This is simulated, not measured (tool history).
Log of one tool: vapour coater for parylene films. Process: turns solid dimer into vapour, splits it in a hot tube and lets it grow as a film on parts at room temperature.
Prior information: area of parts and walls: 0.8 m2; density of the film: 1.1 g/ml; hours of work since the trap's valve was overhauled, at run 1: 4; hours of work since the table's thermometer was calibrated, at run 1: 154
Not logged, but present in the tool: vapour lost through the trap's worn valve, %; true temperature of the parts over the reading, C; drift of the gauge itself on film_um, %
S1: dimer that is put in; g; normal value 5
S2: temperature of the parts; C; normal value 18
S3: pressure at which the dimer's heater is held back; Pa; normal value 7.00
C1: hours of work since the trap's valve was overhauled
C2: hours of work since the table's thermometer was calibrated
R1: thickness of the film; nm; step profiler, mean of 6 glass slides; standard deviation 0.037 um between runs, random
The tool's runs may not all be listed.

run 1 day=0.000 | S1=5 S2=18 S3=7.00 | C1=4 C2=154 | R1=3860
run 2 day=0.388 | S1=5 S2=18 S3=7.00 | C1=9 C2=158 | R1=3800
run 3 day=0.812 | S1=5 S2=18 S3=7.00 | C1=13 C2=163 | R1=3850
run 4 day=1.567 | S1=3 S2=18 S3=7.00 | C1=22 C2=171 | R1=2320
run 5 day=2.383 | S1=2 S2=18 S3=7.00 | C1=31 C2=180 | R1=1530
run 6 day=3.012 | S1=2 S2=12 S3=7.00 | C1=37 C2=187 | R1=1790
run 7 day=3.812 | S1=2 S2=12 S3=7.00 | C1=46 C2=196 | R1=1820
run 8 day=4.500 | S1=3 S2=18 S3=7.00 | C1=54 C2=203 | R1=2250
run 9 day=5.392 | S1=3 S2=18 S3=7.00 | C1=64 C2=213 | R1=2280
run 10 day=5.912 | S1=3 S2=18 S3=7.00 | C1=69 C2=219 | R1=2240
run 11 day=6.446 | S1=3 S2=18 S3=7.00 | C1=75 C2=225 | R1=2180
run 12 day=6.929 | S1=2 S2=19 S3=4.71 | C1=80 C2=230 | R1=1560
run 13 day=7.304 | S1=7 S2=18 S3=7.00 | C1=85 C2=234 | R1=5160
run 14 day=8.075 | S1=8 S2=18 S3=7.00 | C1=93 C2=243 | R1=5920
run 15 day=8.850 | S1=8 S2=18 S3=7.00 | C1=102 C2=251 | R1=5920
run 16 day=9.250 | S1=8 S2=18 S3=7.00 | C1=106 C2=256 | R1=5890

Estimate the outcome of run 17 from the log above:
run 17 day=10.146 | S1=8 S2=18 S3=7.00 | C1=116 C2=265 | R1=?

R1: 5910 nm
Without the tool's hidden state the same run would have given R1 6190 nm.

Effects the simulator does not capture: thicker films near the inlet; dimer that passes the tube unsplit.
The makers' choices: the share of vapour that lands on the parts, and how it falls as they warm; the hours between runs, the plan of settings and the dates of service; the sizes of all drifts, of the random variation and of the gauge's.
